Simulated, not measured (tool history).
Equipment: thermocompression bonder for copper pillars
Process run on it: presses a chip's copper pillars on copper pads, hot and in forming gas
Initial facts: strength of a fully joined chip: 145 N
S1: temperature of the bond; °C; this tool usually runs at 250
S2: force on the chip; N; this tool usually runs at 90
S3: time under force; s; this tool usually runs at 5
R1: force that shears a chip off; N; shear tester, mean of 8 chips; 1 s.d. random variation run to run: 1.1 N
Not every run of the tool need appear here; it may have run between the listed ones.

{"run": 1, "hour": 0.0, "S1": 250, "S2": 90, "S3": 5, "R1": 93}
{"run": 2, "hour": 78.9, "S1": 272, "S2": 90, "S3": 5, "R1": 111.8}
{"hour": 119.0, "done": "forming gas filter changed"}
{"run": 3, "hour": 164.6, "S1": 272, "S2": 90, "S3": 5, "R1": 114.8}
{"run": 4, "hour": 211.4, "S1": 272, "S2": 90, "S3": 5, "R1": 113.1}
{"run": 5, "hour": 290.2, "S1": 272, "S2": 90, "S3": 5, "R1": 111.7}
{"run": 6, "hour": 340.5, "S1": 272, "S2": 90, "S3": 5, "R1": 110.5}
{"hour": 358.3, "done": "forming gas filter changed"}
{"run": 7, "hour": 399.1, "S1": 272, "S2": 90, "S3": 5, "R1": 114.3}
{"run": 8, "hour": 436.9, "S1": 272, "S2": 90, "S3": 5, "R1": 112.2}
{"run": 9, "hour": 474.4, "S1": 233, "S2": 90, "S3": 5, "R1": 69.6}
{"run": 10, "hour": 535.8, "S1": 250, "S2": 90, "S3": 5, "R1": 85.2}
{"hour": 599.2, "done": "forming gas filter changed"}
{"run": 11, "hour": 619.2, "S1": 250, "S2": 90, "S3": 5, "R1": 88.1}
{"run": 12, "hour": 688.0, "S1": 250, "S2": 90, "S3": 5, "R1": 85.1}
{"run": 13, "hour": 727.4, "S1": 250, "S2": 56, "S3": 5, "R1": 56}
{"run": 14, "hour": 778.0, "S1": 250, "S2": 56, "S3": 5, "R1": 53.8}
{"run": 15, "hour": 832.0, "S1": 250, "S2": 90, "S3": 3, "R1": 69.3}
{"hour": 837.5, "done": "force cell calibrated"}
{"hour": 838.0, "done": "forming gas filter changed"}
{"run": 16, "hour": 890.0, "S1": 250, "S2": 90, "S3": 5, "R1": 87}
{"run": 17, "hour": 940.8, "S1": 250, "S2": 90, "S3": 5, "R1": 82.7}
{"run": 18, "hour": 995.7, "S1": 250, "S2": 112, "S3": 5, "R1": 98.1}
{"hour": 1074.1, "done": "forming gas filter changed"}
{"run": 19, "hour": 1081.1, "S1": 245, "S2": 112, "S3": 5, "R1": 93.4}
{"run": 20, "hour": 1147.3, "S1": 245, "S2": 128, "S3": 3, "R1": 86.9}
{"run": 21, "hour": 1211.9, "S1": 244, "S2": 124, "S3": 3, "R1": 81.2}
{"hour": 1254.9, "done": "heater calibrated with a thermocouple chip"}
{"run": 22, "hour": 1283.5, "S1": 245, "S2": 82, "S3": 13, "R1": 105.8}
{"hour": 1302.4, "done": "force cell calibrated, once more"}
{"hour": 1315.4, "done": "forming gas filter changed"}
{"run": 23, "hour": 1365.3, "S1": 239, "S2": 80, "S3": 5, "R1": 80.9}
{"run": 24, "hour": 1437.3, "S1": 237, "S2": 56, "S3": 6, "R1": 56.9}
{"run": 25, "hour": 1480.9, "S1": 237, "S2": 68, "S3": 10, "R1": 81.2}
{"run": 26, "hour": 1523.8, "S1": 277, "S2": 68, "S3": 3, "R1": 89.7}

Forecast run 27:
{"hour": 1552.9, "done": "forming gas filter changed"}
{"run": 27, "hour": 1592.5, "S1": 220, "S2": 129, "S3": 6, "R1": "?"}

Run 27 gave R1 91 N.
If the tool had no hidden condition, the same run with the same run-to-run variation would have returned R1 94 N.
